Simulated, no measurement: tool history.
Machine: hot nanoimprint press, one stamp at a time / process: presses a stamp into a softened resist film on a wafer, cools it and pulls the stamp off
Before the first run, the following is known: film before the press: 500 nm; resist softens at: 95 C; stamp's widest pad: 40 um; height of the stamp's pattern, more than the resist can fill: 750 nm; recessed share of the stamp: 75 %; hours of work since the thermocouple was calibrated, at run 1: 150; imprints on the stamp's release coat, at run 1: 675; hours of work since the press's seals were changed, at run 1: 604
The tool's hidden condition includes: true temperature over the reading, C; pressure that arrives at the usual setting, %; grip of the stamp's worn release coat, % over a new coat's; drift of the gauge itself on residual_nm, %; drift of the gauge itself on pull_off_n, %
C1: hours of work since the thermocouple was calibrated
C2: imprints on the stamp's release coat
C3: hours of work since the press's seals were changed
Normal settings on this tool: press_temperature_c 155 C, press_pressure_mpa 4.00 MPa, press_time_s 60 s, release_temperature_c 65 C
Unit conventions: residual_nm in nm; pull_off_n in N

{"run": 1, "hour": 0.0, "press_temperature_c": 155, "press_pressure_mpa": 4.0, "press_time_s": 60, "release_temperature_c": 65, "C1": 150, "C2": 675, "C3": 604, "residual_nm": 267.5, "pull_off_n": 170}
{"run": 2, "hour": 24.0, "press_temperature_c": 155, "press_pressure_mpa": 4.0, "press_time_s": 60, "release_temperature_c": 65, "C1": 163, "C2": 754, "C3": 618, "residual_nm": 270.5, "pull_off_n": 180}
{"run": 3, "hour": 51.1, "press_temperature_c": 155, "press_pressure_mpa": 4.0, "press_time_s": 60, "release_temperature_c": 65, "C1": 178, "C2": 842, "C3": 633, "residual_nm": 269.4, "pull_off_n": 177}
{"run": 4, "hour": 87.5, "press_temperature_c": 155, "press_pressure_mpa": 4.0, "press_time_s": 60, "release_temperature_c": 65, "C1": 199, "C2": 961, "C3": 653, "residual_nm": 269.3, "pull_off_n": 189}
{"run": 5, "hour": 119.8, "press_temperature_c": 155, "press_pressure_mpa": 4.0, "press_time_s": 60, "release_temperature_c": 65, "C1": 217, "C2": 1067, "C3": 671, "residual_nm": 267.7, "pull_off_n": 182}
{"run": 6, "hour": 140.5, "press_temperature_c": 167, "press_pressure_mpa": 4.0, "press_time_s": 60, "release_temperature_c": 65, "C1": 228, "C2": 1134, "C3": 683, "residual_nm": 190.6, "pull_off_n": 183}
{"run": 7, "hour": 161.7, "press_temperature_c": 167, "press_pressure_mpa": 4.0, "press_time_s": 60, "release_temperature_c": 65, "C1": 240, "C2": 1204, "C3": 695, "residual_nm": 189.0, "pull_off_n": 186}
{"hour": 186.3, "done": "stamp cleaned and given a new release coat"}
{"run": 8, "hour": 201.2, "press_temperature_c": 167, "press_pressure_mpa": 4.0, "press_time_s": 60, "release_temperature_c": 65, "C1": 259, "C2": 49, "C3": 713, "residual_nm": 191.7, "pull_off_n": 159}
{"run": 9, "hour": 234.7, "press_temperature_c": 155, "press_pressure_mpa": 4.0, "press_time_s": 60, "release_temperature_c": 65, "C1": 277, "C2": 158, "C3": 732, "residual_nm": 274.9, "pull_off_n": 167}
{"hour": 240.4, "done": "plate thermocouple calibrated"}
{"run": 10, "hour": 269.6, "press_temperature_c": 155, "press_pressure_mpa": 4.0, "press_time_s": 60, "release_temperature_c": 65, "C1": 16, "C2": 263, "C3": 750, "residual_nm": 275.3, "pull_off_n": 166}
{"run": 11, "hour": 309.7, "press_temperature_c": 155, "press_pressure_mpa": 4.0, "press_time_s": 60, "release_temperature_c": 65, "C1": 39, "C2": 394, "C3": 772, "residual_nm": 276.9, "pull_off_n": 167}
{"run": 12, "hour": 347.7, "press_temperature_c": 155, "press_pressure_mpa": 3.47, "press_time_s": 60, "release_temperature_c": 65, "C1": 60, "C2": 518, "C3": 793, "residual_nm": 296.3, "pull_off_n": 174}
{"run": 13, "hour": 387.6, "press_temperature_c": 143, "press_pressure_mpa": 4.0, "press_time_s": 60, "release_temperature_c": 65, "C1": 82, "C2": 648, "C3": 816, "residual_nm": 392.2, "pull_off_n": 179}
{"run": 14, "hour": 429.6, "press_temperature_c": 155, "press_pressure_mpa": 4.0, "press_time_s": 60, "release_temperature_c": 65, "C1": 106, "C2": 785, "C3": 839, "residual_nm": 276.2, "pull_off_n": 187}
{"run": 15, "hour": 448.7, "press_temperature_c": 155, "press_pressure_mpa": 5.69, "press_time_s": 60, "release_temperature_c": 65, "C1": 116, "C2": 847, "C3": 850, "residual_nm": 235.0, "pull_off_n": 173}
{"hour": 487.5, "done": "plate thermocouple calibrated, once more"}
{"run": 16, "hour": 489.1, "press_temperature_c": 155, "press_pressure_mpa": 5.69, "press_time_s": 60, "release_temperature_c": 65, "C1": 1, "C2": 970, "C3": 871, "residual_nm": 223.9, "pull_off_n": 181}
{"run": 17, "hour": 513.4, "press_temperature_c": 150, "press_pressure_mpa": 5.95, "press_time_s": 60, "release_temperature_c": 66, "C1": 14, "C2": 1049, "C3": 884, "residual_nm": 259.9, "pull_off_n": 182}
{"run": 18, "hour": 554.7, "press_temperature_c": 150, "press_pressure_mpa": 5.95, "press_time_s": 60, "release_temperature_c": 66, "C1": 38, "C2": 1184, "C3": 907, "residual_nm": 263.3, "pull_off_n": 181}

Estimate the outcome of run 19 from the log above:
{"hour": 586.1, "done": "stamp cleaned and given a new release coat"}
{"run": 19, "hour": 590.6, "press_temperature_c": 158, "press_pressure_mpa": 3.75, "press_time_s": 60, "release_temperature_c": 65, "C1": 54, "C2": 15, "C3": 924, "residual_nm": "?", "pull_off_n": "?"}

residual_nm: 256.9 nm
pull_off_n: 167 N
If the tool had no hidden condition, the same run with the same run-to-run variation would have returned residual_nm 247.7 nm, pull_off_n 166 N.

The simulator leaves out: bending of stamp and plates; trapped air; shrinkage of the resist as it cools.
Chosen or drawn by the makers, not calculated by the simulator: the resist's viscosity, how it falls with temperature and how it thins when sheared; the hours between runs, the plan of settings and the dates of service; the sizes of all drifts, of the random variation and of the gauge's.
